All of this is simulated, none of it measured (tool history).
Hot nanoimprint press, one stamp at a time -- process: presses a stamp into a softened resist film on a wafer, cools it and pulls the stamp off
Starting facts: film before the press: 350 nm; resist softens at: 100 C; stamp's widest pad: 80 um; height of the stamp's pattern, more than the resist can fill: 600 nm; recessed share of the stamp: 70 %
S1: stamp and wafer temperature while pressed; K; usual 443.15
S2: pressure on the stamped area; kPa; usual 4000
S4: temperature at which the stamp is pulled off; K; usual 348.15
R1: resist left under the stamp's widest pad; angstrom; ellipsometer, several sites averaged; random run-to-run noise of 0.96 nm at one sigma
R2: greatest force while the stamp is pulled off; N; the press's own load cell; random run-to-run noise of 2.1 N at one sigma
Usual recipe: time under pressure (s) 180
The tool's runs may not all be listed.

{"run": 1, "hour": 0.0, "S1": 443.15, "S2": 4000, "time under pressure (s)": 180, "S4": 348.15, "R1": 1391, "R2": 157}
{"hour": 45.1, "done": "stamp cleaned and given a new release coat"}
{"run": 2, "hour": 51.7, "S1": 443.15, "S2": 4000, "time under pressure (s)": 180, "S4": 348.15, "R1": 1390, "R2": 143}
{"run": 3, "hour": 121.6, "S1": 443.15, "S2": 4000, "time under pressure (s)": 180, "S4": 348.15, "R1": 1359, "R2": 154}
{"run": 4, "hour": 198.2, "S1": 432.15, "S2": 4000, "time under pressure (s)": 180, "S4": 348.15, "R1": 2130, "R2": 163}
{"hour": 209.9, "done": "stamp cleaned and given a new release coat"}
{"run": 5, "hour": 269.0, "S1": 432.15, "S2": 4000, "time under pressure (s)": 180, "S4": 348.15, "R1": 2115, "R2": 152}
{"run": 6, "hour": 363.0, "S1": 443.15, "S2": 5860, "time under pressure (s)": 180, "S4": 348.15, "R1": 1112, "R2": 162}
{"hour": 378.7, "done": "stamp cleaned and given a new release coat"}
{"run": 7, "hour": 412.0, "S1": 454.15, "S2": 5860, "time under pressure (s)": 180, "S4": 348.15, "R1": 715, "R2": 141}
{"run": 8, "hour": 454.1, "S1": 443.15, "S2": 4000, "time under pressure (s)": 180, "S4": 334.15, "R1": 1326, "R2": 172}
{"run": 9, "hour": 532.1, "S1": 443.15, "S2": 4000, "time under pressure (s)": 180, "S4": 334.15, "R1": 1319, "R2": 186}
{"hour": 545.4, "done": "stamp cleaned and given a new release coat"}
{"run": 10, "hour": 589.1, "S1": 443.15, "S2": 4000, "time under pressure (s)": 180, "S4": 334.15, "R1": 1318, "R2": 165}
{"run": 11, "hour": 672.0, "S1": 443.15, "S2": 4000, "time under pressure (s)": 180, "S4": 334.15, "R1": 1297, "R2": 177}
{"hour": 714.3, "done": "stamp cleaned and given a new release coat"}
{"hour": 741.7, "done": "plate thermocouple calibrated"}
{"run": 12, "hour": 744.4, "S1": 453.15, "S2": 4000, "time under pressure (s)": 180, "S4": 348.15, "R1": 833, "R2": 138}
{"run": 13, "hour": 841.1, "S1": 453.15, "S2": 4000, "time under pressure (s)": 180, "S4": 348.15, "R1": 829, "R2": 152}
{"hour": 884.0, "done": "stamp cleaned and given a new release coat"}
{"run": 14, "hour": 899.4, "S1": 450.15, "S2": 4000, "time under pressure (s)": 180, "S4": 336.15, "R1": 925, "R2": 156}
{"run": 15, "hour": 978.5, "S1": 431.15, "S2": 4000, "time under pressure (s)": 180, "S4": 348.15, "R1": 1962, "R2": 146}
{"hour": 1014.0, "done": "press's hydraulic seals changed and the load cell set to zero"}
{"run": 16, "hour": 1043.8, "S1": 434.15, "S2": 3170, "time under pressure (s)": 174, "S4": 355.15, "R1": 1889, "R2": 142}
{"hour": 1056.4, "done": "stamp cleaned and given a new release coat"}
{"run": 17, "hour": 1128.5, "S1": 445.15, "S2": 4790, "time under pressure (s)": 180, "S4": 356.15, "R1": 973, "R2": 135}
{"hour": 1221.0, "done": "stamp cleaned and given a new release coat"}
{"run": 18, "hour": 1221.9, "S1": 440.15, "S2": 4660, "time under pressure (s)": 127, "S4": 348.15, "R1": 1384, "R2": 137}
{"hour": 1299.1, "done": "plate thermocouple calibrated, once more"}
{"run": 19, "hour": 1310.0, "S1": 443.15, "S2": 3730, "time under pressure (s)": 331, "S4": 348.15, "R1": 1134, "R2": 152}
{"hour": 1389.0, "done": "stamp cleaned and given a new release coat"}
{"run": 20, "hour": 1414.3, "S1": 447.15, "S2": 4680, "time under pressure (s)": 126, "S4": 356.15, "R1": 1231, "R2": 131}
{"run": 21, "hour": 1493.8, "S1": 447.15, "S2": 4680, "time under pressure (s)": 126, "S4": 336.15, "R1": 1251, "R2": 173}
{"hour": 1560.1, "done": "stamp cleaned and given a new release coat"}
{"run": 22, "hour": 1600.3, "S1": 433.15, "S2": 3890, "time under pressure (s)": 336, "S4": 346.15, "R1": 1649, "R2": 150}
{"run": 23, "hour": 1650.7, "S1": 445.15, "S2": 4000, "time under pressure (s)": 145, "S4": 348.15, "R1": 1333, "R2": 152}
{"run": 24, "hour": 1709.1, "S1": 442.15, "S2": 4000, "time under pressure (s)": 275, "S4": 355.15, "R1": 1175, "R2": 145}
{"hour": 1724.1, "done": "stamp cleaned and given a new release coat"}
{"run": 25, "hour": 1803.6, "S1": 442.15, "S2": 4000, "time under pressure (s)": 275, "S4": 355.15, "R1": 1141, "R2": 141}

Forecast each of these 3 alternatives for the next run:
{"run": "A", "hour": 1857.3, "S1": 442.15, "S2": 4000, "time under pressure (s)": 128, "S4": 339.15, "R1": "?", "R2": "?"}
{"run": "B", "hour": 1857.3, "S1": 442.15, "S2": 3340, "time under pressure (s)": 275, "S4": 355.15, "R1": "?", "R2": "?"}
{"run": "C", "hour": 1857.3, "S1": 449.15, "S2": 2540, "time under pressure (s)": 275, "S4": 355.15, "R1": "?", "R2": "?"}

run=A R1=1537 R2=171
run=B R1=1259 R2=146
run=C R1=1091 R2=146
With the hidden condition removed and each run's random variation left untouched, the same runs would have given:
run=A R1=1611 R2=155
run=B R1=1330 R2=132
run=C R1=1152 R2=132
